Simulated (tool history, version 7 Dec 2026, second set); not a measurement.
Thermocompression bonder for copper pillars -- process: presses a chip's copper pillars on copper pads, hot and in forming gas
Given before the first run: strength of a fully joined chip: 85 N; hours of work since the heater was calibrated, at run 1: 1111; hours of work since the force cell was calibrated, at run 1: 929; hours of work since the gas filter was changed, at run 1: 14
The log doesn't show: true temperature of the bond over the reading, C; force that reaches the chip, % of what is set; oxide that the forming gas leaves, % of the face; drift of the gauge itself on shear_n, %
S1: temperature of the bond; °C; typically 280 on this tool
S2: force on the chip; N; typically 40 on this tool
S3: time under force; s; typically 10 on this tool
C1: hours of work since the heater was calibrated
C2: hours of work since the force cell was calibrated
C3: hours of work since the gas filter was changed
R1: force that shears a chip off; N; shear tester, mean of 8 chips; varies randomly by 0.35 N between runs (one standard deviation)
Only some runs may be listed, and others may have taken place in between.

run 1 hour=0 | S1=280 S2=40 S3=10 | C1=1111 C2=929 C3=14 | R1=66.2
run 2 hour=35.2 | S1=280 S2=40 S3=10 | C1=1129 C2=947 C3=33 | R1=65.8
run 3 hour=84.9 | S1=280 S2=40 S3=10 | C1=1155 C2=973 C3=59 | R1=65.1
run 4 hour=129.4 | S1=280 S2=40 S3=10 | C1=1179 C2=996 C3=82 | R1=64
run 5 hour=152.7 | S1=280 S2=41 S3=10 | C1=1191 C2=1009 C3=94 | R1=64.5
run 6 hour=194.2 | S1=280 S2=41 S3=10 | C1=1212 C2=1030 C3=116 | R1=64.3
run 7 hour=234.9 | S1=251 S2=56 S3=6 | C1=1234 C2=1052 C3=137 | R1=54.8
run 8 hour=281.5 | S1=280 S2=57 S3=8 | C1=1258 C2=1076 C3=161 | R1=70.7
-- hour=300.3 forming gas filter changed
run 9 hour=304.6 | S1=280 S2=40 S3=19 | C1=1270 C2=1088 C3=2 | R1=75.7
run 10 hour=354.6 | S1=280 S2=40 S3=22 | C1=1296 C2=1114 C3=28 | R1=75.5
run 11 hour=377.2 | S1=262 S2=30 S3=23 | C1=1308 C2=1126 C3=40 | R1=56.6

Below are 4 alternative next runs, each starting from the tool's condition after run 11. Predict each:
run A hour=423.7 | S1=278 S2=37 S3=6 | C1=1332 C2=1150 C3=64 | R1=?
run B hour=423.7 | S1=285 S2=56 S3=11 | C1=1332 C2=1150 C3=64 | R1=?
run C hour=423.7 | S1=262 S2=48 S3=23 | C1=1332 C2=1150 C3=64 | R1=?
run D hour=423.7 | S1=262 S2=36 S3=17 | C1=1332 C2=1150 C3=64 | R1=?

run=A R1=54
run=B R1=78
run=C R1=74.4
run=D R1=59.2
With no hidden state in the tool, these same runs would have given:
run=A R1=50.5
run=B R1=78.1
run=C R1=73
run=D R1=55.8

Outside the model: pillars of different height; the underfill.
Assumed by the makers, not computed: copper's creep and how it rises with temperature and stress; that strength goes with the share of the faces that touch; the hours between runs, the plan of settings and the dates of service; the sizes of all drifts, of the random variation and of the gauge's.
